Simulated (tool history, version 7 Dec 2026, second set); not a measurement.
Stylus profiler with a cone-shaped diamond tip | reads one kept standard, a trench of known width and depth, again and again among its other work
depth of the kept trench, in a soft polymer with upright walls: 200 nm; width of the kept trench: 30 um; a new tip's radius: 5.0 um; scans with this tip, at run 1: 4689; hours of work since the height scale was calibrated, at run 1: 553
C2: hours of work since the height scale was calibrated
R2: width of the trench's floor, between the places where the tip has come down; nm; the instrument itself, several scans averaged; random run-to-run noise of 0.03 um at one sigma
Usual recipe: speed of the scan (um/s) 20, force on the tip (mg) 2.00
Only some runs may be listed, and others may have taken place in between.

{"run": 1, "hour": 0.0, "speed of the scan (um/s)": 20, "force on the tip (mg)": 2.0, "scans with this tip": 4689, "C2": 553, "depth of the trench (nm)": 200.99, "R2": 26870}
{"run": 2, "hour": 45.0, "speed of the scan (um/s)": 20, "force on the tip (mg)": 2.0, "scans with this tip": 4861, "C2": 573, "depth of the trench (nm)": 201.26, "R2": 26860}
{"run": 3, "hour": 119.9, "speed of the scan (um/s)": 29, "force on the tip (mg)": 2.0, "scans with this tip": 5147, "C2": 607, "depth of the trench (nm)": 201.22, "R2": 26830}
{"run": 4, "hour": 152.0, "speed of the scan (um/s)": 29, "force on the tip (mg)": 2.0, "scans with this tip": 5270, "C2": 622, "depth of the trench (nm)": 201.12, "R2": 26830}
{"run": 5, "hour": 214.1, "speed of the scan (um/s)": 29, "force on the tip (mg)": 2.0, "scans with this tip": 5508, "C2": 650, "depth of the trench (nm)": 200.97, "R2": 26870}
{"run": 6, "hour": 268.3, "speed of the scan (um/s)": 29, "force on the tip (mg)": 2.0, "scans with this tip": 5715, "C2": 674, "depth of the trench (nm)": 201.08, "R2": 26790}
{"run": 7, "hour": 345.3, "speed of the scan (um/s)": 20, "force on the tip (mg)": 2.0, "scans with this tip": 6009, "C2": 709, "depth of the trench (nm)": 201.11, "R2": 26870}
{"run": 8, "hour": 389.7, "speed of the scan (um/s)": 20, "force on the tip (mg)": 2.0, "scans with this tip": 6179, "C2": 729, "depth of the trench (nm)": 201.09, "R2": 26850}
{"run": 9, "hour": 443.5, "speed of the scan (um/s)": 20, "force on the tip (mg)": 2.0, "scans with this tip": 6384, "C2": 753, "depth of the trench (nm)": 201.11, "R2": 26810}
{"hour": 448.4, "done": "height scale calibrated on a step standard"}
{"run": 10, "hour": 484.2, "speed of the scan (um/s)": 20, "force on the tip (mg)": 2.0, "scans with this tip": 6538, "C2": 16, "depth of the trench (nm)": 200.93, "R2": 26800}
{"run": 11, "hour": 556.9, "speed of the scan (um/s)": 21, "force on the tip (mg)": 3.72, "scans with this tip": 6816, "C2": 49, "depth of the trench (nm)": 201.64, "R2": 26830}
{"run": 12, "hour": 598.4, "speed of the scan (um/s)": 21, "force on the tip (mg)": 3.72, "scans with this tip": 6975, "C2": 68, "depth of the trench (nm)": 201.62, "R2": 26810}
{"hour": 653.6, "done": "height scale calibrated on a step standard, once more"}
{"run": 13, "hour": 655.4, "speed of the scan (um/s)": 21, "force on the tip (mg)": 3.72, "scans with this tip": 7191, "C2": 1, "depth of the trench (nm)": 202.26, "R2": 26810}
{"run": 14, "hour": 706.4, "speed of the scan (um/s)": 6, "force on the tip (mg)": 4.78, "scans with this tip": 7386, "C2": 24, "depth of the trench (nm)": 202.46, "R2": 26870}
{"run": 15, "hour": 762.5, "speed of the scan (um/s)": 11, "force on the tip (mg)": 2.95, "scans with this tip": 7600, "C2": 49, "depth of the trench (nm)": 201.91, "R2": 26760}
{"run": 16, "hour": 797.8, "speed of the scan (um/s)": 11, "force on the tip (mg)": 2.95, "scans with this tip": 7735, "C2": 65, "depth of the trench (nm)": 201.86, "R2": 26820}
{"run": 17, "hour": 851.7, "speed of the scan (um/s)": 11, "force on the tip (mg)": 2.95, "scans with this tip": 7941, "C2": 89, "depth of the trench (nm)": 202.01, "R2": 26820}
{"run": 18, "hour": 921.7, "speed of the scan (um/s)": 78, "force on the tip (mg)": 1.51, "scans with this tip": 8209, "C2": 121, "depth of the trench (nm)": 201.15, "R2": 26370}

Alternative continuations, all from the tool just after run 18; predict every row:
{"run": "A", "hour": 975.9, "speed of the scan (um/s)": 78, "force on the tip (mg)": 4.63, "scans with this tip": 8416, "C2": 145, "depth of the trench (nm)": "?", "R2": "?"}
{"run": "B", "hour": 975.9, "speed of the scan (um/s)": 68, "force on the tip (mg)": 3.79, "scans with this tip": 8416, "C2": 145, "depth of the trench (nm)": "?", "R2": "?"}
{"run": "C", "hour": 975.9, "speed of the scan (um/s)": 8, "force on the tip (mg)": 3.17, "scans with this tip": 8416, "C2": 145, "depth of the trench (nm)": "?", "R2": "?"}

run=A depth_of_the_trench_(nm)=202.57 R2=26600
run=B depth_of_the_trench_(nm)=202.10 R2=26570
run=C depth_of_the_trench_(nm)=202.00 R2=26730
Stripped of hidden state, with their random variation kept, the same runs would have yielded:
run=A depth_of_the_trench_(nm)=202.55 R2=26950
run=B depth_of_the_trench_(nm)=202.08 R2=26930
run=C depth_of_the_trench_(nm)=201.98 R2=27090
